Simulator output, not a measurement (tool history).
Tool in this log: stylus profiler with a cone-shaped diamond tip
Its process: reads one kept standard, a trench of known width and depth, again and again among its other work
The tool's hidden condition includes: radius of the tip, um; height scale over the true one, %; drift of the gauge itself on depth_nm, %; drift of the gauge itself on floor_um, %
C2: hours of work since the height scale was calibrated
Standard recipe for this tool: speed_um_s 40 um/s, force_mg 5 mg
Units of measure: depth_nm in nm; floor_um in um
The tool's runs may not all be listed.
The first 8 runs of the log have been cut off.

run 9 hour=219.9 | speed_um_s=22 force_mg=5 | scans_with_this_tip=5285 C2=611 | depth_nm=101.25 floor_um=98.02
run 10 hour=257 | speed_um_s=40 force_mg=5 | scans_with_this_tip=5540 C2=641 | depth_nm=101.22 floor_um=97.93
run 11 hour=278.8 | speed_um_s=40 force_mg=5 | scans_with_this_tip=5690 C2=658 | depth_nm=101.27 floor_um=98.01
run 12 hour=318.4 | speed_um_s=40 force_mg=12.61 | scans_with_this_tip=5962 C2=689 | depth_nm=102.27 floor_um=97.96
run 13 hour=361.5 | speed_um_s=40 force_mg=5 | scans_with_this_tip=6258 C2=724 | depth_nm=101.3 floor_um=97.96
run 14 hour=400.9 | speed_um_s=40 force_mg=11.09 | scans_with_this_tip=6530 C2=755 | depth_nm=102.09 floor_um=97.96
run 15 hour=430 | speed_um_s=40 force_mg=11.09 | scans_with_this_tip=6730 C2=778 | depth_nm=102.12 floor_um=97.97
run 16 hour=453.9 | speed_um_s=92 force_mg=7.16 | scans_with_this_tip=6894 C2=797 | depth_nm=101.62 floor_um=97.9
run 17 hour=489.2 | speed_um_s=33 force_mg=10.53 | scans_with_this_tip=7137 C2=825 | depth_nm=102.06 floor_um=97.95
run 18 hour=521.2 | speed_um_s=10 force_mg=2.02 | scans_with_this_tip=7357 C2=851 | depth_nm=100.58 floor_um=97.97

Expected results for the next run?
run 19 hour=541.2 | speed_um_s=10 force_mg=2.02 | scans_with_this_tip=7494 C2=867 | depth_nm=? floor_um=?

{"run 19": {"depth_nm": 100.91, "floor_um": 97.99}}
On a tool with no hidden condition, and with the same random variation, this run would have come out at depth_nm 100.9 nm, floor_um 98.01 um.
